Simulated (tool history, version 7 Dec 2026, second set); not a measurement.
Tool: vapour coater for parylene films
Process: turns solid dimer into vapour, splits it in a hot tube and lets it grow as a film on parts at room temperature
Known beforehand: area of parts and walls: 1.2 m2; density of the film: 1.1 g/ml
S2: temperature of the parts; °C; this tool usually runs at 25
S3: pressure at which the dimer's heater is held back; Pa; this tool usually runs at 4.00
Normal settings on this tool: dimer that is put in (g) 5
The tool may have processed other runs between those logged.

Run 1, hour 0.0: usual settings. Result: thickness of the film (nm) 2950.
Run 2, hour 30.5: usual settings. Result: thickness of the film (nm) 2900.
Run 3, hour 66.1: usual settings. Result: thickness of the film (nm) 2920.
Run 4, hour 90.8: usual settings. Result: thickness of the film (nm) 2910.
Run 5, hour 111.7: usual settings. Result: thickness of the film (nm) 2920.
Run 6, hour 136.3: usual settings but S3 6.20 Pa. Result: thickness of the film (nm) 2760.
Run 7, hour 171.8: usual settings but dimer that is put in (g) 8, S2 26 °C, S3 3.47 Pa. Result: thickness of the film (nm) 4540.
Run 8, hour 190.7: usual settings but dimer that is put in (g) 6, S2 30 °C, S3 2.79 Pa. Result: thickness of the film (nm) 2960.
Run 9, hour 218.9: usual settings but dimer that is put in (g) 2, S2 18 °C, S3 5.52 Pa. Result: thickness of the film (nm) 1450.
Run 10, hour 256.1: usual settings but dimer that is put in (g) 2, S2 18 °C, S3 5.52 Pa. Result: thickness of the film (nm) 1480.
Run 11, hour 291.2: usual settings but dimer that is put in (g) 2, S2 17 °C, S3 6.60 Pa. Result: thickness of the film (nm) 1470.

5 options for the next run, each taken on its own from the tool as it stands now. Forecast them:
Run A, hour 311.9: usual settings but dimer that is put in (g) 3, S2 36 °C, S3 11.02 Pa. Result: thickness of the film (nm) ?.
Run B, hour 311.9: usual settings but S3 6.60 Pa. Result: thickness of the film (nm) ?.
Run C, hour 311.9: usual settings but dimer that is put in (g) 4, S2 18 °C, S3 2.34 Pa. Result: thickness of the film (nm) ?.
Run D, hour 311.9: usual settings but dimer that is put in (g) 3. Result: thickness of the film (nm) ?.
Run E, hour 311.9: usual settings but S2 21 °C. Result: thickness of the film (nm) ?.

run  thickness of the film (nm)
  A                        1010
  B                        2750
  C                        2960
  D                        1750
  E                        3410
What these runs would have given with no unlogged condition in the tool:
run  thickness of the film (nm)
  A                        1010
  B                        2760
  C                        2970
  D                        1760
  E                        3420
